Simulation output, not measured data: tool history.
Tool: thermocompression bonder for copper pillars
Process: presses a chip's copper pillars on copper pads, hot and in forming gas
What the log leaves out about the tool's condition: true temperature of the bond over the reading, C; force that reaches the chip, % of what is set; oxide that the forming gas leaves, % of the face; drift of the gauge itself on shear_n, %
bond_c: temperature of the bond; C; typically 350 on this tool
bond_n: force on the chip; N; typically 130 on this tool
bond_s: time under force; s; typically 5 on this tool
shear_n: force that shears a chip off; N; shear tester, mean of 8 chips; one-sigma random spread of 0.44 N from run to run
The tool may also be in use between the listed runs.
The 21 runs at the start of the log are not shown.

run,hour,bond_c,bond_n,bond_s,hours of work since the heater was calibrated,hours of work since the force cell was calibrated,hours of work since the gas filter was changed,shear_n
22,168.7,326,175,7,563,121,228,58.3
# hour 173.5: forming gas filter changed
23,176.0,326,175,9,566,125,1,69.7
24,184.7,343,175,9,571,130,6,73.8
25,195.4,343,175,9,577,136,12,73.8
26,203.2,350,90,14,582,140,17,62.0
27,212.5,332,138,5,587,145,22,52.3
28,223.6,332,138,5,593,152,28,53.2
29,236.7,338,88,3,601,159,36,33.3
30,244.5,338,88,3,605,163,40,33.2

Here are 4 independent what-if runs from the current tool condition. What would each one return?
A,251.8,338,88,3,609,167,44,?
B,251.8,322,168,3,609,167,44,?
C,251.8,326,117,3,609,167,44,?
D,251.8,359,94,6,609,167,44,?

run,shear_n
A,33.1
B,47.2
C,37.0
D,51.4
With the hidden condition removed and each run's random variation left untouched, the same runs would have given:
run,shear_n
A,31.6
B,45.3
C,35.3
D,49.7
